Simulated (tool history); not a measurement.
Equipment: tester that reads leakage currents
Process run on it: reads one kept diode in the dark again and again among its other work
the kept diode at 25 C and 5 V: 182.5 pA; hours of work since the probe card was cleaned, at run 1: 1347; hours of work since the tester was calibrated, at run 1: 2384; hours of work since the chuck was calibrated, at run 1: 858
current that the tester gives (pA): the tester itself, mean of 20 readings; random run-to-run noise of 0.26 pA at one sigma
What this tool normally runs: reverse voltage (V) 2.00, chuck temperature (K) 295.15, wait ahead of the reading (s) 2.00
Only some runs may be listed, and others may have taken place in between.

run     day  reverse voltage (V)  chuck temperature (K)  wait ahead of the reading (s)  hours of work since the probe card was cleaned  hours of work since the tester was calibrated  hours of work since the chuck was calibrated  current that the tester gives (pA)
  1   0.000                 2.00                 295.15                           2.00                                            1347                                           2384                                           858                               81.91
  2   3.788                 2.00                 294.15                           2.00                                            1406                                           2443                                           916                               75.98
  3   8.308                11.86                 295.15                           2.00                                            1476                                           2513                                           986                              236.58
  4  12.350                11.86                 310.15                           2.00                                            1538                                           2575                                          1049                              683.60
  5  16.821                 2.00                 315.15                           2.00                                            1608                                           2644                                          1118                              330.77
  6  20.358                 2.00                 315.15                           2.00                                            1662                                           2699                                          1173                              333.86
  7  23.879                 2.00                 295.15                           8.94                                            1717                                           2753                                          1227                               81.07
  8  26.783                 3.88                 295.15                           2.00                                            1762                                           2798                                          1272                              120.01
     27.092  -- tester calibrated
  9  29.358                 3.88                 295.15                           2.00                                            1800                                             35                                          1311                              120.56
 10  32.242                 2.00                 295.15                           2.00                                            1845                                             80                                          1355                               80.97
 11  36.796                 2.00                 295.15                           2.00                                            1915                                            150                                          1426                               81.04
 12  40.833                 2.00                 295.15                           2.00                                            1978                                            213                                          1488                               80.67
 13  45.221                 2.00                 295.15                           2.00                                            2046                                            281                                          1556                               80.95
 14  49.717                 2.00                 295.15                           2.00                                            2115                                            350                                          1626                               80.40
 15  54.200                 2.26                 298.15                           2.00                                            2185                                            419                                          1695                              107.43
 16  57.025                10.25                 323.15                           1.14                                            2228                                            463                                          1739                             1445.03
 17  61.592                 1.65                 323.15                           2.47                                            2299                                            534                                          1810                              489.10
 18  64.308                 1.65                 323.15                           2.47                                            2341                                            576                                          1852                              489.04
 19  69.129                 4.81                 295.15                           2.00                                            2416                                            651                                          1926                              133.69
 20  71.562                 1.63                 304.15                           3.51                                            2453                                            688                                          1964                              134.68
 21  76.508                 9.63                 300.15                           4.98                                            2530                                            765                                          2040                              291.33
 22  80.754                 8.57                 294.15                           4.98                                            2596                                            830                                          2106                              174.69

For each run, the measured value with the value that run would have given without the tool's hidden condition subtracted. The run-to-run variation is shared by both, the gauge scatter possibly not:
Hidden conditions of the tool in this case: stray current of the dirty probe card, pA a volt; current scale over the true one, %; true chuck temperature over the reading, C; drift of the gauge itself on leakage_pa, %.
run  current that the tester gives (pA)
  1                               -2.96
  2                               -2.91
  3                               -7.27
  4                              -29.55
  5                              -16.60
  6                              -17.50
  7                               -4.25
  8                               -6.01
  9                               -5.22
 10                               -4.02
 11                               -4.26
 12                               -4.48
 13                               -4.73
 14                               -4.92
 15                               -7.03
 16                              -93.20
 17                              -34.26
 18                              -35.15
 19                               -9.01
 20                              -10.92
 21                              -20.74
 22                              -11.45
